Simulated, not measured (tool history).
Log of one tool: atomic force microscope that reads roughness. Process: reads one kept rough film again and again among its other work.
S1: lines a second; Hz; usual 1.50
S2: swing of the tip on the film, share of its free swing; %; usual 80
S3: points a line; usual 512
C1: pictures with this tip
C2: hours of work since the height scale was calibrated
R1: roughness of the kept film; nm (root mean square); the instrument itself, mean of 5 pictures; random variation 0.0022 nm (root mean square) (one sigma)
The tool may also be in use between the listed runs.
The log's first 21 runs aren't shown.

run   hour    S1  S2   S3  C1   C2     R1
 22  118.6  1.50  80  512  58   69  0.459
 23  123.1  1.50  80  512  63   71  0.458
 24  128.4  1.50  80  512  69   73  0.455
 25  132.9  0.91  73  484  74   75  0.478
 26  141.5  1.50  80  541  84   79  0.455
     143.5  -- new tip fitted
 27  147.8  1.18  66  947   5   82  0.492
 28  156.3  1.50  80  341  15   86  0.457
 29  159.9  3.76  70  689  19   87  0.440
 30  168.1  0.50  72  439  28   91  0.494
 31  176.3  0.99  72  376  38   95  0.485
 32  183.2  0.99  72  376  46   98  0.482
 33  187.5  0.99  72  376  51  100  0.479
 34  194.6  2.84  74  427  59  103  0.445
 35  202.9  1.39  74  543  68  107  0.473
 36  208.8  3.93  60  543  75  110  0.461
 37  215.9  1.09  80  462  83  113  0.468
     218.5  -- new tip fitted
 38  221.3  1.60  85  885   3  115  0.448
 39  229.3  0.82  69  464  12  119  0.492
 40  237.3  0.86  56  775  21  122  0.505
 41  245.9  1.50  66  512  31  126  0.486
 42  254.5  1.50  83  523  41  130  0.453
 43  261.5  1.50  83  523  49  133  0.455
 44  266.9  1.79  83  748  55  136  0.443
 45  272.8  2.98  57  748  62  138  0.480
 46  276.7  3.32  63  719  67  140  0.462

3 ways to go on from here, each from the tool as it stands after run 46. What would each give?
  A  283.6  2.21  77  491  75  143   ?
  B  283.6  1.50  80  306  75  143   ?
  C  283.6  2.87  81  574  75  143   ?

run     R1
  A  0.445
  B  0.451
  C  0.419
Without the tool's hidden state the same runs would have given:
run     R1
  A  0.454
  B  0.461
  C  0.428
